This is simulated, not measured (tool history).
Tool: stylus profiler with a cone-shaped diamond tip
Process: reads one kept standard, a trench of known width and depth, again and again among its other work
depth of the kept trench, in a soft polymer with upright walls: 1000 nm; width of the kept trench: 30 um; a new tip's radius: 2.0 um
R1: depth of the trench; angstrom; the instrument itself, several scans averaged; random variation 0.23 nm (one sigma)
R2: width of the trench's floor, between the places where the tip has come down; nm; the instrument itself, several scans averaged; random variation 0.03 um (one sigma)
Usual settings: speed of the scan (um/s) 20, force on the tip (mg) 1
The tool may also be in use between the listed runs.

Run 1, day 0: usual settings. Result: R1 10099.7 angstrom, R2 26200 nm.
Run 2, day 1.954: usual settings but force on the tip (mg) 1.61. Result: R1 10137 angstrom, R2 26280 nm.
Run 3, day 2.983: usual settings. Result: R1 10106.9 angstrom, R2 26220 nm.
Run 4, day 4.162: usual settings but speed of the scan (um/s) 23. Result: R1 10105 angstrom, R2 26190 nm.
Run 5, day 5.679: usual settings but speed of the scan (um/s) 41. Result: R1 10104.2 angstrom, R2 25960 nm.
Run 6, day 7.479: usual settings but speed of the scan (um/s) 7. Result: R1 10109.5 angstrom, R2 26350 nm.
At day 7.688: height scale calibrated on a step standard.
Run 7, day 8.925: usual settings but speed of the scan (um/s) 7. Result: R1 10129.1 angstrom, R2 26310 nm.
Run 8, day 10.283: usual settings but speed of the scan (um/s) 7. Result: R1 10121.4 angstrom, R2 26330 nm.
Run 9, day 11.379: usual settings. Result: R1 10121.9 angstrom, R2 26180 nm.
Run 10, day 13.221: usual settings but speed of the scan (um/s) 73. Result: R1 10125.1 angstrom, R2 25620 nm.
Run 11, day 14.308: usual settings but speed of the scan (um/s) 63, force on the tip (mg) 0.74. Result: R1 10110.4 angstrom, R2 25520 nm.
Run 12, day 15.721: usual settings but speed of the scan (um/s) 68, force on the tip (mg) 0.38. Result: R1 10082.9 angstrom, R2 25230 nm.
At day 17.567: height scale calibrated on a step standard, once more.
Run 13, day 17.567: usual settings but speed of the scan (um/s) 19, force on the tip (mg) 2.68. Result: R1 10171.5 angstrom, R2 26190 nm.
Run 14, day 19.704: usual settings but speed of the scan (um/s) 14, force on the tip (mg) 0.81. Result: R1 10080.8 angstrom, R2 26140 nm.
Run 15, day 21.321: usual settings but speed of the scan (um/s) 65, force on the tip (mg) 1.93. Result: R1 10143.1 angstrom, R2 25810 nm.
Run 16, day 22.675: usual settings but speed of the scan (um/s) 65, force on the tip (mg) 1.93. Result: R1 10144.7 angstrom, R2 25790 nm.
Run 17, day 24.183: usual settings but speed of the scan (um/s) 30, force on the tip (mg) 0.87. Result: R1 10090.1 angstrom, R2 25900 nm.
Run 18, day 25.717: usual settings but speed of the scan (um/s) 25, force on the tip (mg) 2.72. Result: R1 10180.8 angstrom, R2 26170 nm.
Run 19, day 27.783: usual settings but speed of the scan (um/s) 6, force on the tip (mg) 2.72. Result: R1 10182.3 angstrom, R2 26250 nm.
Run 20, day 29.75: usual settings but speed of the scan (um/s) 6, force on the tip (mg) 2.72. Result: R1 10185.5 angstrom, R2 26160 nm.

3 ways to go on from here, each from the tool as it stands after run 20. What would each give?
Run A, day 30.833: usual settings but speed of the scan (um/s) 17, force on the tip (mg) 0.52. Result: R1 ?, R2 ?.
Run B, day 30.833: usual settings but speed of the scan (um/s) 13, force on the tip (mg) 2.72. Result: R1 ?, R2 ?.
Run C, day 30.833: usual settings but speed of the scan (um/s) 22, force on the tip (mg) 1.25. Result: R1 ?, R2 ?.

run       R1     R2
  A    10071  25970
  B  10187.2  26160
  C  10115.3  25990
Without the tool's hidden state the same runs would have given:
run       R1     R2
  A  10058.7  26290
  B  10174.7  26480
  C  10102.9  26300

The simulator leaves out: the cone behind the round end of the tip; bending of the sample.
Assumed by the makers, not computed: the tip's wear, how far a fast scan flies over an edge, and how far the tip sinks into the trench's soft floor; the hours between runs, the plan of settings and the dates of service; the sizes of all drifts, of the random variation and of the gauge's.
